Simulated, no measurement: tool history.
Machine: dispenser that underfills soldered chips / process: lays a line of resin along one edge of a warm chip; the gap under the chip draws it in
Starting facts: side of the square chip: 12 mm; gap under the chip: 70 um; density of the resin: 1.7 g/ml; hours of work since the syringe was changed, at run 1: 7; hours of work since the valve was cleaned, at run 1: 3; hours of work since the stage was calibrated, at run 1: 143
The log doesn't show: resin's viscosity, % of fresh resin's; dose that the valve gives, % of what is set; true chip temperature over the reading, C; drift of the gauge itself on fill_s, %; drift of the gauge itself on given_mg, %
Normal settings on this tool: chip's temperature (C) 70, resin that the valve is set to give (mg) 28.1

run,hour,chip's temperature (C),resin that the valve is set to give (mg),hours of work since the syringe was changed,hours of work since the valve was cleaned,hours of work since the stage was calibrated,time until the resin shows at the far edge (s),resin that the valve gave (mg)
1,0,70,28.1,7,3,143,195.2,28.03
# hour 2.1: new syringe of resin
2,6.9,70,28.1,4,8,148,158.7,27.92
# hour 14.3: new syringe of resin
3,15.6,70,30.1,1,14,154,137.9,29.78
# hour 25.8: new syringe of resin
4,27,70,30.1,1,23,163,131.4,29.72
# hour 37.7: new syringe of resin
5,37.7,70,34.4,0,31,171,129.1,33.85
6,45.9,70,30.6,6,37,177,183.6,29.93
# hour 49.8: new syringe of resin
7,59.1,68,25.4,7,47,187,215.8,24.63
# hour 62: new syringe of resin
# hour 64.2: dispensing valve cleaned and set on the balance
8,68.1,76,27.9,4,3,193,120.9,27.97
# hour 74.8: new syringe of resin
9,79.3,76,25.1,3,11,201,118.9,25.03
# hour 86.9: new syringe of resin
10,87.8,76,25.1,1,18,207,101.3,24.74
11,95.9,56,27.9,7,24,214,411.5,27.34

4 options for the next run, each taken on its own from the tool as it stands now. Forecast them:
# hour 98.6: new syringe of resin
A,104.9,82,27.8,5,30,220,?,?
# hour 98.6: new syringe of resin
B,104.9,84,34.4,5,30,220,?,?
# hour 98.6: new syringe of resin
C,104.9,70,28.1,5,30,220,?,?
# hour 98.6: new syringe of resin
D,104.9,73,26.5,5,30,220,?,?

run,time until the resin shows at the far edge (s),resin that the valve gave (mg)
A,94.3,27.25
B,82.4,33.79
C,170.1,27.48
D,146.3,25.86
The same runs, with their run-to-run variation unchanged, on a tool lacking any hidden condition would have given:
run,time until the resin shows at the far edge (s),resin that the valve gave (mg)
A,70,27.85
B,61.1,34.55
C,125.7,28.09
D,108.1,26.43
